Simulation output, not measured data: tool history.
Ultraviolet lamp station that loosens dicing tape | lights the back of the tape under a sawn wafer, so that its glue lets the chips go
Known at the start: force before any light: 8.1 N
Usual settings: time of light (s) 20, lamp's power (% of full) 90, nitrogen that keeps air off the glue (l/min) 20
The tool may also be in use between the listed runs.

run    hour  time of light (s)  lamp's power (% of full)  nitrogen that keeps air off the glue (l/min)  force that peels the tape off (N)  light that reached the tape (mJ/cm²)
  1       0                 20                        90                                            20                              0.458                                   198
  2    39.9                 20                        90                                            20                              0.464                                   195
  3    77.1                 20                        90                                            20                                0.5                                   193
  4   101.8                 20                        90                                            20                               0.49                                   192
  5     139                 20                        90                                            20                              0.523                                   190
  6   176.3                 20                        90                                            20                              0.504                                   192
  7   195.7                 20                        90                                            20                              0.546                                   187
  8   213.6                 20                        90                                            20                              0.513                                   186
  9     235                 20                        90                                            29                              0.389                                   182
        257  -- lamp changed
 10   268.8                 20                        90                                            29                              0.198                                   254
 11   307.6                 20                        90                                            29                              0.194                                   252
 12   331.8                 26                        90                                            20                              0.173                                   322
 13   372.4                 20                        90                                            20                              0.284                                   241
 14   404.5                 20                        90                                            20                              0.287                                   241
 15   441.7                 20                        90                                            20                               0.29                                   236
 16   466.5                 20                        90                                            20                              0.307                                   235
 17   485.1                 20                        90                                            20                              0.304                                   234
 18   525.5                 20                        71                                            20                              0.555                                   184
 19   551.9                 20                        90                                            20                              0.306                                   230
 20   570.2                 20                        90                                            20                              0.319                                   230
      573.6  -- window cleaned of glue's vapour
 21   595.2                 20                        90                                             7                              1.003                                   215
 22   627.2                 20                        90                                            17                              0.437                                   210
 23   652.5                 27                        90                                            17                              0.232                                   286
      687.2  -- window cleaned of glue's vapour, once more
 24   691.2                 19                        74                                             7                              1.237                                   193
 25   731.6                 13                        67                                            20                              1.269                                   117
 26   762.8                 15                        90                                            17                              0.655                                   181
 27   800.2                 26                        66                                            17                              0.377                                   229
 28   825.6                 26                        66                                            17                              0.382                                   231
 29   844.2                 26                        66                                            17                              0.383                                   223
 30   874.8                 26                        66                                            17                              0.405                                   229
 31   895.1                 20                        93                                             9                              0.648                                   244
 32   916.8                 20                        84                                            13                               0.59                                   217
 33   959.1                 20                        92                                            23                              0.274                                   234
 34   988.7                 20                        90                                            12                              0.549                                   230
 35  1020.4                 20                        66                                             7                              1.616                                   168
 36  1042.7                 20                        66                                             7                              1.656                                   163
 37  1083.1                 23                        60                                            32                               0.43                                   171
 38  1123.8                 10                        94                                            20                              1.392                                   115
 39  1151.5                 21                        99                                            11                              0.483                                   254
 40  1193.9                 35                        99                                            19                              0.134                                   413
 41  1211.9                 17                        77                                             7                              1.825                                   154
 42  1254.7                 17                        77                                             7                              1.881                                   157
 43  1281.7                 34                        97                                             8                              0.251                                   373
 44  1307.9                 34                        97                                             8                              0.253                                   381

Some steps in force that peels the tape off (N) between neighbouring runs. How much of each would the tool show without its hidden state too (settings, what came in, random variation), and how much is left for the hidden state, with any gauge scatter that isn't in both results?
The hidden state here: lamp's light, % of a new lamp's; light that the window lets through, % of a clean one's; drift of the gauge itself on peel_n, %; drift of the gauge itself on dose_mj_cm2, %.
Run 36 -> 37: time of light (s) 20 -> 23, lamp's power (% of full) 66 -> 60, nitrogen that keeps air off the glue (l/min) 7 -> 32. force that peels the tape off (N) -1.226: hidden state -0.272, all else -0.954.
Run 37 -> 38: time of light (s) 23 -> 10, lamp's power (% of full) 60 -> 94, nitrogen that keeps air off the glue (l/min) 32 -> 20. force that peels the tape off (N) +0.962: hidden state +0.275, all else +0.687.
Run 40 -> 41: time of light (s) 35 -> 17, lamp's power (% of full) 99 -> 77, nitrogen that keeps air off the glue (l/min) 19 -> 7. force that peels the tape off (N) +1.691: hidden state +0.559, all else +1.132.
Run 42 -> 43: time of light (s) 17 -> 34, lamp's power (% of full) 77 -> 97, nitrogen that keeps air off the glue (l/min) 7 -> 8. force that peels the tape off (N) -1.63: hidden state -0.514, all else -1.116.

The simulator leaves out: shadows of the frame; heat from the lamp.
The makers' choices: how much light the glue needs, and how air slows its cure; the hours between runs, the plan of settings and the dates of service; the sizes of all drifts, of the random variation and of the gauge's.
